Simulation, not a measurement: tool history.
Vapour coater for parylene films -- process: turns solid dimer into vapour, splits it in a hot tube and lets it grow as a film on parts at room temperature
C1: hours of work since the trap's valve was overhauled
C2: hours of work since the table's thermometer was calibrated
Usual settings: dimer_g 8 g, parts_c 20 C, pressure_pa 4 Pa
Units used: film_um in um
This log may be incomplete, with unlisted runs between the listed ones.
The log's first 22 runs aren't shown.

Run 23, day 12.383: usual settings but parts_c 32 C; C1 278; C2 516. Result: film_um 2.84 um.
Run 24, day 12.9: usual settings but dimer_g 7 g, parts_c 16 C, pressure_pa 7.07 Pa; C1 286; C2 524. Result: film_um 3.76 um.
Run 25, day 13.662: usual settings but dimer_g 11 g, parts_c 16 C, pressure_pa 7.07 Pa; C1 299; C2 537. Result: film_um 5.94 um.
Run 26, day 14.096: usual settings but dimer_g 11 g, parts_c 16 C, pressure_pa 7.07 Pa; C1 306; C2 544. Result: film_um 5.82 um.
Run 27, day 14.6: usual settings but dimer_g 3 g, parts_c 22 C, pressure_pa 9.76 Pa; C1 315; C2 553. Result: film_um 1.28 um.
Run 28, day 15.058: usual settings but dimer_g 7 g, parts_c 29 C, pressure_pa 10.28 Pa; C1 323; C2 561. Result: film_um 2.44 um.
Run 29, day 15.538: usual settings but dimer_g 6 g; C1 331; C2 569. Result: film_um 3.07 um.
Run 30, day 16.271: usual settings but parts_c 29 C; C1 343; C2 581. Result: film_um 2.98 um.
Run 31, day 16.892: usual settings but parts_c 29 C; C1 354; C2 592. Result: film_um 3.07 um.
Run 32, day 17.554: usual settings but parts_c 29 C; C1 365; C2 603. Result: film_um 3.03 um.
Run 33, day 18.146: usual settings but parts_c 13 C, pressure_pa 2.72 Pa; C1 375; C2 613. Result: film_um 5.01 um.
Run 34, day 18.529: usual settings but parts_c 13 C, pressure_pa 2.72 Pa; C1 381; C2 619. Result: film_um 5.05 um.
Run 35, day 19.088: usual settings but parts_c 13 C, pressure_pa 2.72 Pa; C1 391; C2 629. Result: film_um 5.03 um.
Run 36, day 19.792: usual settings but dimer_g 6 g, pressure_pa 3.95 Pa; C1 403; C2 640. Result: film_um 2.93 um.
Run 37, day 20.308: usual settings but dimer_g 3 g, pressure_pa 3.95 Pa; C1 411; C2 649. Result: film_um 1.47 um.
Run 38, day 20.904: usual settings but dimer_g 3 g, pressure_pa 4.45 Pa; C1 421; C2 659. Result: film_um 1.43 um.
Run 39, day 21.388: usual settings but dimer_g 3 g, pressure_pa 4.45 Pa; C1 429; C2 667. Result: film_um 1.47 um.
Run 40, day 21.746: usual settings but dimer_g 14 g, parts_c 12 C, pressure_pa 3.81 Pa; C1 436; C2 673. Result: film_um 8.83 um.

Here are 3 independent what-if runs from the current tool condition. What would each one return?
Run A, day 22.475: usual settings but dimer_g 3 g, parts_c 16 C, pressure_pa 3.81 Pa; C1 448; C2 686. Result: film_um ?.
Run B, day 22.475: usual settings but dimer_g 14 g, parts_c 13 C, pressure_pa 3.29 Pa; C1 448; C2 686. Result: film_um ?.
Run C, day 22.475: usual settings but dimer_g 10 g, parts_c 12 C, pressure_pa 2.32 Pa; C1 448; C2 686. Result: film_um ?.

run  film_um
  A     1.65
  B     8.46
  C      6.4
What these runs would have given with no unlogged condition in the tool:
run  film_um
  A     1.82
  B     9.32
  C     7.06
